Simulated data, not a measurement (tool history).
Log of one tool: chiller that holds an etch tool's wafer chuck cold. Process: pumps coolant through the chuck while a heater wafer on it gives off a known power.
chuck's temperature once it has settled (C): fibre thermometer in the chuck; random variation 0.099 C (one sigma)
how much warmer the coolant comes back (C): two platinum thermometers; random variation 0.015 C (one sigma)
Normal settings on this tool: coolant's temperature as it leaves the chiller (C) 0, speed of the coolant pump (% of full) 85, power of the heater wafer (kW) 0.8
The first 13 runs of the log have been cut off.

| run | hour | coolant's temperature as it leaves the chiller (C) | speed of the coolant pump (% of full) | power of the heater wafer (kW) | chuck's temperature once it has settled (C) | how much warmer the coolant comes back (C) |
|---|---|---|---|---|---|---|
| 14 | 267.1 | 2 | 85 | 0.8 | 11.41 | 2.69 |
| 15 | 284 | 2 | 85 | 0.8 | 11.61 | 2.73 |
| 16 | 296.1 | 2 | 85 | 0.8 | 11.5 | 2.73 |
| 17 | 317.6 | 0 | 85 | 0.8 | 9.43 | 2.73 |
| 18 | 338.2 | 6 | 79 | 0.97 | 17.95 | 3.53 |
| 19 | 353.1 | 6 | 79 | 0.97 | 17.95 | 3.53 |
| 20 | 376.4 | 9 | 73 | 0.443 | 14.87 | 1.75 |
| 21 | 400.9 | 9 | 73 | 0.443 | 14.66 | 1.74 |
| 22 | 413.7 | 4 | 62 | 0.443 | 10.4 | 2.04 |
| 23 | 432.7 | -5 | 88 | 0.479 | 0.75 | 1.58 |
| 24 | 455.1 | 0 | 83 | 0.617 | 7.52 | 2.14 |
| 25 | 477 | 0 | 83 | 0.617 | 7.57 | 2.15 |
| 26 | 496.4 | 0 | 81 | 0.617 | 7.57 | 2.21 |
| 27 | 525.1 | -1 | 85 | 0.968 | 10.49 | 3.28 |
| 28 | 553.8 | -1 | 85 | 0.968 | 10.71 | 3.29 |
| 29 | 576.5 | -1 | 85 | 0.968 | 10.48 | 3.26 |
| 30 | 592.7 | -1 | 85 | 0.968 | 10.53 | 3.3 |
| 31 | 614.3 | -1 | 85 | 0.968 | 10.52 | 3.29 |
| 32 | 630 | -10 | 62 | 0.403 | -4.04 | 1.87 |
| 33 | 646.5 | 8 | 86 | 0.942 | 19.31 | 3.2 |

Each row is a separate what-if for the run after 33, all from the same tool condition, not one after another. Results?
| A | 669.8 | -3 | 70 | 0.723 | ? | ? |
| B | 669.8 | -1 | 60 | 0.46 | ? | ? |
| C | 669.8 | -1 | 68 | 0.942 | ? | ? |

| run | chuck's temperature once it has settled (C) | how much warmer the coolant comes back (C) |
|---|---|---|
| A | 6.79 | 2.97 |
| B | 5.79 | 2.22 |
| C | 11.86 | 4.01 |
Take away the tool's hidden state, keep each run's random variation, and the runs would have read:
| run | chuck's temperature once it has settled (C) | how much warmer the coolant comes back (C) |
|---|---|---|
| A | 6.38 | 2.97 |
| B | 5.38 | 2.22 |
| C | 11.45 | 4.01 |

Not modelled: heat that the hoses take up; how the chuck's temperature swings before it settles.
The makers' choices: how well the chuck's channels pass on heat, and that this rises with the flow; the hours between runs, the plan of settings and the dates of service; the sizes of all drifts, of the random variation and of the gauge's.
